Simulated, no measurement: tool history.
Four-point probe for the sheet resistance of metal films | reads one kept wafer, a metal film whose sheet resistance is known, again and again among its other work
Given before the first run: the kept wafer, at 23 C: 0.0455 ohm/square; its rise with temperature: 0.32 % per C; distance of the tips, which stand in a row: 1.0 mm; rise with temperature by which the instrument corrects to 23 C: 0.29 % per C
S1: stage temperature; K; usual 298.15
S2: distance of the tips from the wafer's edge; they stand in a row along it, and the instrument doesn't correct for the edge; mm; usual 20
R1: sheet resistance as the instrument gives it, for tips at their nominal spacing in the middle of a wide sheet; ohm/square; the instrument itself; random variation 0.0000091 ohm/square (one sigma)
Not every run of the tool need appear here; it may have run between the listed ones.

| run | hour | S1 | S2 | R1 |
|---|---|---|---|---|
| 1 | 0.0 | 298.15 | 20 | 0.045604 |
| 2 | 57.2 | 298.15 | 20 | 0.045590 |
| 3 | 115.3 | 298.15 | 20 | 0.045605 |
|  | 155.7 | new probe head fitted |
| 4 | 177.0 | 298.15 | 5 | 0.046486 |
| 5 | 224.5 | 298.15 | 28 | 0.045558 |
| 6 | 261.8 | 294.15 | 28 | 0.045506 |
| 7 | 298.7 | 294.15 | 28 | 0.045504 |
| 8 | 354.5 | 298.15 | 20 | 0.045584 |
| 9 | 383.9 | 298.15 | 20 | 0.045601 |
| 10 | 448.2 | 304.15 | 20 | 0.045645 |
| 11 | 505.5 | 304.15 | 20 | 0.045643 |
| 12 | 552.8 | 296.15 | 4 | 0.046983 |
| 13 | 593.9 | 302.15 | 5 | 0.046535 |
| 14 | 634.4 | 305.15 | 20 | 0.045651 |
| 15 | 686.6 | 307.15 | 10 | 0.045883 |
| 16 | 722.1 | 307.15 | 10 | 0.045879 |
| 17 | 787.7 | 307.15 | 10 | 0.045873 |
| 18 | 844.1 | 294.15 | 6 | 0.046142 |
| 19 | 901.0 | 304.15 | 46 | 0.045603 |
| 20 | 967.6 | 306.15 | 4 | 0.047100 |
| 21 | 1006.5 | 297.15 | 49 | 0.045532 |
| 22 | 1058.2 | 293.15 | 16 | 0.045570 |

Predict each of these 3 candidate next runs independently; none follows another, all start after run 22:
| A | 1087.5 | 302.15 | 15 | ? |
| B | 1087.5 | 292.15 | 6 | ? |
| C | 1087.5 | 301.15 | 4 | ? |

| run | R1 |
|---|---|
| A | 0.045676 |
| B | 0.046124 |
| C | 0.047050 |
Without the tool's hidden state the same runs would have given:
| run | R1 |
|---|---|
| A | 0.045674 |
| B | 0.046123 |
| C | 0.047049 |
